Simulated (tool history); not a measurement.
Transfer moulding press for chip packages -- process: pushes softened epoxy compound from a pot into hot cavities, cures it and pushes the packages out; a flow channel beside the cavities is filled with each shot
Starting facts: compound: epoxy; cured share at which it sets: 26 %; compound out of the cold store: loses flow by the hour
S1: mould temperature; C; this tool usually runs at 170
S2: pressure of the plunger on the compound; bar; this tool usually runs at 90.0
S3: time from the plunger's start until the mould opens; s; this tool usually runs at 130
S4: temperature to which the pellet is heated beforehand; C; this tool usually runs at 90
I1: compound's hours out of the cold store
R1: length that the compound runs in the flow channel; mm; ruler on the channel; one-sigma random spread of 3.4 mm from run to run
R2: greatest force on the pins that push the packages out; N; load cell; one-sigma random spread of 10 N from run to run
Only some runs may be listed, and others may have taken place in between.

run,day,S1,S2,S3,S4,I1,R1,R2
1,0.000,170,90.0,130,90,33.4,635,485
2,0.225,170,90.0,130,93,25.5,663,532
3,0.508,170,90.0,130,90,19.0,691,578
4,0.896,170,90.0,130,90,41.2,599,618
5,1.138,171,90.0,130,90,42.3,591,619
6,1.454,170,90.0,130,90,15.3,710,700
7,1.725,170,90.0,130,90,38.6,606,698
8,2.142,170,90.0,130,90,47.2,576,748
# day 2.583: plunger's sealing rings changed
9,2.654,170,90.0,130,90,10.6,763,802
10,2.988,170,82.4,130,90,39.1,601,810
11,3.379,170,82.4,130,90,34.2,628,835
# day 3.858: cavities cleaned with cleaning compound and waxed
12,3.875,170,82.4,130,90,24.8,657,474
13,4.154,170,82.4,130,90,47.1,569,537
14,4.479,170,90.0,130,88,33.8,654,573
15,4.708,178,106.7,130,89,19.5,750,584
16,5.092,170,80.8,136,90,22.6,655,664
17,5.288,170,74.3,114,90,38.4,578,740
18,5.525,170,74.3,132,96,38.6,570,675
19,5.800,166,81.5,133,92,42.1,594,805
20,6.071,166,81.5,133,92,41.4,597,818
21,6.317,170,90.0,163,90,41.3,618,736
22,6.762,163,83.4,139,89,14.8,731,1005
23,7.212,163,83.4,139,87,13.1,740,1087
24,7.633,176,90.0,130,96,21.2,672,815
# day 7.725: cavities cleaned with cleaning compound and waxed
25,8.017,170,106.4,146,89,27.8,726,494
26,8.367,165,84.7,167,98,34.6,639,562
27,8.633,170,76.3,130,98,28.8,606,626
28,9.012,170,76.3,130,98,21.7,635,669

Below are 5 alternative next runs, each starting from the tool's condition after run 28. Predict each:
A,9.262,170,76.3,130,99,28.1,?,?
B,9.262,170,76.3,147,84,27.5,?,?
C,9.262,167,102.1,128,90,35.7,?,?
D,9.262,170,76.3,126,98,41.1,?,?
E,9.262,170,90.0,130,98,9.5,?,?

run,R1,R2
A,606,700
B,613,655
C,686,769
D,557,688
E,748,705
Stripped of hidden state, with their random variation kept, the same runs would have yielded:
run,R1,R2
A,623,478
B,631,444
C,705,535
D,573,471
E,769,484
